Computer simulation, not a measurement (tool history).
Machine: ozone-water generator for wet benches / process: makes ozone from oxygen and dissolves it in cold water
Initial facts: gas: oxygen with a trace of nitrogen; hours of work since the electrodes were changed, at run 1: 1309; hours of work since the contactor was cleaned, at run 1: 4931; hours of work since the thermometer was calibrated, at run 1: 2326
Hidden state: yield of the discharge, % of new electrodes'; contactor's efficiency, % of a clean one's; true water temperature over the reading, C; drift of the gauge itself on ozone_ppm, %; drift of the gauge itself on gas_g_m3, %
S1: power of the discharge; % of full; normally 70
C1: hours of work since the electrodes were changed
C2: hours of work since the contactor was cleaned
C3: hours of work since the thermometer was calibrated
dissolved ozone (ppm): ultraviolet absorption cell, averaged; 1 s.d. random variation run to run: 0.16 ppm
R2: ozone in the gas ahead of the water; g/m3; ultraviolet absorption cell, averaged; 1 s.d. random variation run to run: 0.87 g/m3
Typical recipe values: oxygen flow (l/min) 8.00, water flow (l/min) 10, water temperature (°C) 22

Run 1, hour 0.0: usual settings; C1 1309; C2 4931; C3 2326. Result: dissolved ozone (ppm) 18.8, R2 138.3 g/m3.
Run 2, hour 41.3: usual settings; C1 1349; C2 4970; C3 2365. Result: dissolved ozone (ppm) 18.4, R2 137.7 g/m3.
Run 3, hour 106.2: usual settings but oxygen flow (l/min) 6.83; C1 1411; C2 5032; C3 2427. Result: dissolved ozone (ppm) 19.2, R2 147.9 g/m3.
Run 4, hour 193.6: usual settings but oxygen flow (l/min) 6.83; C1 1494; C2 5115; C3 2510. Result: dissolved ozone (ppm) 19.2, R2 147.8 g/m3.
Run 5, hour 260.7: usual settings but oxygen flow (l/min) 6.83; C1 1558; C2 5179; C3 2574. Result: dissolved ozone (ppm) 19.0, R2 148.7 g/m3.
At hour 286.4: water thermometer calibrated.
Run 6, hour 303.6: usual settings but S1 53 % of full; C1 1598; C2 5220; C3 16. Result: dissolved ozone (ppm) 15.7, R2 114.9 g/m3.
Run 7, hour 377.7: usual settings; C1 1669; C2 5290; C3 87. Result: dissolved ozone (ppm) 18.3, R2 137.7 g/m3.
Run 8, hour 420.4: usual settings; C1 1709; C2 5331; C3 128. Result: dissolved ozone (ppm) 18.6, R2 137.1 g/m3.
At hour 452.3: contactor cleaned.
Run 9, hour 479.1: usual settings; C1 1761; C2 25; C3 180. Result: dissolved ozone (ppm) 19.2, R2 137.3 g/m3.
Run 10, hour 566.1: usual settings but water temperature (°C) 17; C1 1844; C2 108; C3 263. Result: dissolved ozone (ppm) 21.8, R2 137.4 g/m3.
Run 11, hour 605.5: usual settings but S1 95 % of full, oxygen flow (l/min) 6.02, water flow (l/min) 13, water temperature (°C) 28; C1 1882; C2 146; C3 300. Result: dissolved ozone (ppm) 18.7, R2 190.6 g/m3.
Run 12, hour 654.6: usual settings but oxygen flow (l/min) 5.53, water flow (l/min) 8; C1 1929; C2 193; C3 347. Result: dissolved ozone (ppm) 23.3, R2 164.4 g/m3.
Run 13, hour 722.5: usual settings but oxygen flow (l/min) 5.53, water flow (l/min) 8; C1 1993; C2 257; C3 412. Result: dissolved ozone (ppm) 23.2, R2 164.1 g/m3.
Run 14, hour 769.1: usual settings but S1 66 % of full, oxygen flow (l/min) 7.72, water flow (l/min) 8; C1 2038; C2 302; C3 456. Result: dissolved ozone (ppm) 20.6, R2 134.7 g/m3.
Run 15, hour 807.0: usual settings but S1 66 % of full, oxygen flow (l/min) 7.72, water flow (l/min) 8; C1 2074; C2 338; C3 492. Result: dissolved ozone (ppm) 20.8, R2 133.5 g/m3.
Run 16, hour 875.0: usual settings but S1 66 % of full, oxygen flow (l/min) 7.72, water flow (l/min) 8; C1 2138; C2 403; C3 557. Result: dissolved ozone (ppm) 20.6, R2 133.9 g/m3.
Run 17, hour 938.9: usual settings but S1 99 % of full, oxygen flow (l/min) 7.72, water flow (l/min) 13; C1 2199; C2 463; C3 618. Result: dissolved ozone (ppm) 21.1, R2 169.6 g/m3.
Run 18, hour 1010.4: usual settings but S1 48 % of full, oxygen flow (l/min) 7.72, water flow (l/min) 15; C1 2267; C2 531; C3 686. Result: dissolved ozone (ppm) 12.4, R2 110.5 g/m3.

What would each run have given without the hidden state, its run-to-run variation left as it was?
run  dissolved ozone (ppm)     R2
  1                   20.5  142.7
  2                   20.1  142.2
  3                   21.0  153.0
  4                   21.1  153.2
  5                   20.9  154.3
  6                   17.0  118.6
  7                   20.1  143.3
  8                   20.5  142.8
  9                   20.2  143.2
 10                   22.9  143.4
 11                   19.9  201.0
 12                   24.6  172.0
 13                   24.5  172.1
 14                   21.7  141.1
 15                   21.9  139.9
 16                   21.9  140.5
 17                   22.7  180.6
 18                   13.1  115.1
